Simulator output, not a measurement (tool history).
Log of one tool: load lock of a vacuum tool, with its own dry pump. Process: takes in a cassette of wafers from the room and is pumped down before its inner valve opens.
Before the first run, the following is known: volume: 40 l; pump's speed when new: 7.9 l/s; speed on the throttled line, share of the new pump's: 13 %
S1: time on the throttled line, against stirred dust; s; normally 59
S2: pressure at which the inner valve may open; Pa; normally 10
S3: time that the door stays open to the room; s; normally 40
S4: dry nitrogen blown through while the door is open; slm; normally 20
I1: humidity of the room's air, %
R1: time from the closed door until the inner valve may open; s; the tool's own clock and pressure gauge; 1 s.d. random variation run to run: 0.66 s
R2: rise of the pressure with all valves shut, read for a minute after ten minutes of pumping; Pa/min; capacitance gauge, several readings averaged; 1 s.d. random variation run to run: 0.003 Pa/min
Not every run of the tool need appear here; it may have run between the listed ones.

Run 1, hour 0.0: usual settings; I1 44.5. Result: R1 101.6 s, R2 0.136 Pa/min.
Run 2, hour 183.9: usual settings but S2 17 Pa; I1 49.7. Result: R1 98.9 s, R2 0.141 Pa/min.
Run 3, hour 487.7: usual settings but S2 17 Pa; I1 47.8. Result: R1 99.3 s, R2 0.148 Pa/min.
Run 4, hour 688.8: usual settings but S2 17 Pa; I1 40.5. Result: R1 100.3 s, R2 0.143 Pa/min.
Run 5, hour 953.7: usual settings but S2 17 Pa; I1 42.6. Result: R1 98.5 s, R2 0.150 Pa/min.
Run 6, hour 1220.6: usual settings but S2 9 Pa; I1 42.6. Result: R1 104.4 s, R2 0.156 Pa/min.
Run 7, hour 1408.1: usual settings but S4 41 slm; I1 50.7. Result: R1 102.8 s, R2 0.158 Pa/min.
Run 8, hour 1570.9: usual settings but S4 41 slm; I1 44.6. Result: R1 103.5 s, R2 0.154 Pa/min.
Run 9, hour 1848.2: usual settings but S1 96 s; I1 43.5. Result: R1 134.4 s, R2 0.176 Pa/min.
Run 10, hour 2167.3: usual settings but S2 19 Pa; I1 43.5. Result: R1 99.2 s, R2 0.180 Pa/min.
Run 11, hour 2416.0: usual settings but S2 19 Pa; I1 46.5. Result: R1 98.1 s, R2 0.186 Pa/min.
Run 12, hour 2612.4: usual settings but S2 19 Pa, S4 18 slm; I1 44.0. Result: R1 99.7 s, R2 0.190 Pa/min.
Run 13, hour 2793.7: usual settings but S2 19 Pa, S4 18 slm; I1 45.1. Result: R1 99.3 s, R2 0.195 Pa/min.
Run 14, hour 3032.8: usual settings but S1 77 s, S2 19 Pa, S4 18 slm; I1 47.2. Result: R1 115.6 s, R2 0.203 Pa/min.
Run 15, hour 3297.1: usual settings but S1 77 s, S2 19 Pa, S4 18 slm; I1 43.3. Result: R1 115.8 s, R2 0.204 Pa/min.
Run 16, hour 3469.8: usual settings but S1 77 s, S2 19 Pa, S4 18 slm; I1 44.5. Result: R1 114.5 s, R2 0.209 Pa/min.
Run 17, hour 3780.0: usual settings but S4 6 slm; I1 44.5. Result: R1 104.3 s, R2 0.230 Pa/min.
Run 18, hour 4031.5: usual settings; I1 44.0. Result: R1 105.3 s, R2 0.223 Pa/min.
Run 19, hour 4251.2: usual settings but S2 7 Pa, S3 32 s, S4 14 slm; I1 46.2. Result: R1 105.6 s, R2 0.229 Pa/min.
Run 20, hour 4448.0: usual settings but S1 58 s, S2 11 Pa, S3 210 s, S4 14 slm; I1 46.6. Result: R1 102.7 s, R2 0.303 Pa/min.
Run 21, hour 4623.0: usual settings but S3 105 s; I1 44.6. Result: R1 104.8 s, R2 0.266 Pa/min.
Run 22, hour 4877.2: usual settings but S2 16 Pa, S3 51 s, S4 28 slm; I1 47.4. Result: R1 101.9 s, R2 0.239 Pa/min.
Run 23, hour 5148.9: usual settings but S2 9 Pa, S3 33 s; I1 48.7. Result: R1 105.6 s, R2 0.250 Pa/min.
Run 24, hour 5389.1: usual settings but S2 9 Pa, S3 33 s, S4 5 slm; I1 46.2. Result: R1 104.8 s, R2 0.269 Pa/min.
Run 25, hour 5520.2: usual settings but S2 9 Pa, S3 30 s, S4 5 slm; I1 43.2. Result: R1 105.5 s, R2 0.262 Pa/min.

What will run 26 give?
Run 26, hour 5732.6: usual settings but S1 62 s, S2 15 Pa, S3 58 s, S4 4 slm; I1 49.1. Result: R1 ?, R2 ?.

Logged for run 26: R1 104.9 s, R2 0.305 Pa/min.
Take away the tool's hidden state, keep the run-to-run variation as it was, and the same run would have given R1 98.5 s, R2 0.063 Pa/min.
